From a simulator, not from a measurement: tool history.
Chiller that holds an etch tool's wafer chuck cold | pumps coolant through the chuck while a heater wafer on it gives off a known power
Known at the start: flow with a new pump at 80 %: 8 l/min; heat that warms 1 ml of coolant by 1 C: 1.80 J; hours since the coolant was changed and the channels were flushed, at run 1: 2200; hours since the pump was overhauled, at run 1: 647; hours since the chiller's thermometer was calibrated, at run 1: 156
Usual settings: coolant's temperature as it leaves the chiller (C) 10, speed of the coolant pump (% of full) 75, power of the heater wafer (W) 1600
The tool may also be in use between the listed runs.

run     day  coolant's temperature as it leaves the chiller (C)  speed of the coolant pump (% of full)  power of the heater wafer (W)  hours since the coolant was changed and the channels were flushed  hours since the pump was overhauled  hours since the chiller's thermometer was calibrated  chuck's temperature once it has settled (C)  how much warmer the coolant comes back (C)
  1   0.000                                                  10                                     75                           1600                                                               2200                                  647                                                   156                                         24.4                                        7.26
  2   0.842                                                  10                                     75                           1600                                                               2220                                  667                                                   176                                         24.3                                        7.21
  3   1.775                                                  10                                     75                           1963                                                               2243                                  690                                                   198                                         27.7                                        8.84
  4   2.575                                                  10                                     75                           1963                                                               2262                                  709                                                   218                                         27.8                                        8.91
  5   3.204                                                  10                                     75                           1971                                                               2277                                  724                                                   233                                         27.9                                        9.03
  6   4.212                                                  10                                     75                           1971                                                               2301                                  748                                                   257                                         28.1                                        8.95
  7   4.821                                                  10                                     75                           1600                                                               2316                                  763                                                   272                                         24.6                                        7.26
  8   6.100                                                  10                                     75                           1600                                                               2347                                  793                                                   302                                         24.4                                        7.28
  9   6.904                                                  10                                     75                           2008                                                               2366                                  813                                                   322                                         28.3                                        9.03
 10   8.271                                                  10                                     75                           2008                                                               2399                                  846                                                   354                                         28.3                                        9.12
 11   9.592                                                  10                                     75                            876                                                               2430                                  877                                                   386                                         18.3                                        3.98
 12  10.767                                                  10                                     75                           1997                                                               2459                                  905                                                   414                                         28.2                                        9.07
 13  11.392                                                  10                                     75                           1997                                                               2473                                  920                                                   429                                         28.2                                        9.02
 14  12.292                                                  10                                     75                            888                                                               2495                                  942                                                   451                                         18.3                                        4.02
 15  12.867                                                  10                                     75                            888                                                               2509                                  956                                                   465                                         18.2                                        4.05
 16  13.729                                                  16                                     75                           1496                                                               2530                                  977                                                   485                                         29.7                                        6.81
 17  14.629                                                   2                                     75                           1600                                                               2551                                  998                                                   507                                         16.8                                        7.29
 18  15.229                                                  11                                     81                           1135                                                               2566                                 1012                                                   521                                         20.9                                        4.84
 19  16.488                                                  11                                     81                           1135                                                               2596                                 1043                                                   552                                         21.1                                        4.80
 20  17.617                                                  11                                     81                           1135                                                               2623                                 1070                                                   579                                         21.1                                        4.80
 21  18.762                                                  11                                     81                           1135                                                               2650                                 1097                                                   606                                         21.2                                        4.84

Predict the results of run 22:
 22  19.688                                                  11                                     81                            851                                                               2673                                 1119                                                   628                                            ?                                           ?

{"run 22": {"chuck's temperature once it has settled (C)": 18.7, "how much warmer the coolant comes back (C)": 3.56}}
On a tool with no hidden condition, and with the same random variation, this run would have come out at chuck's temperature once it has settled (C) 17.8, how much warmer the coolant comes back (C) 3.44.

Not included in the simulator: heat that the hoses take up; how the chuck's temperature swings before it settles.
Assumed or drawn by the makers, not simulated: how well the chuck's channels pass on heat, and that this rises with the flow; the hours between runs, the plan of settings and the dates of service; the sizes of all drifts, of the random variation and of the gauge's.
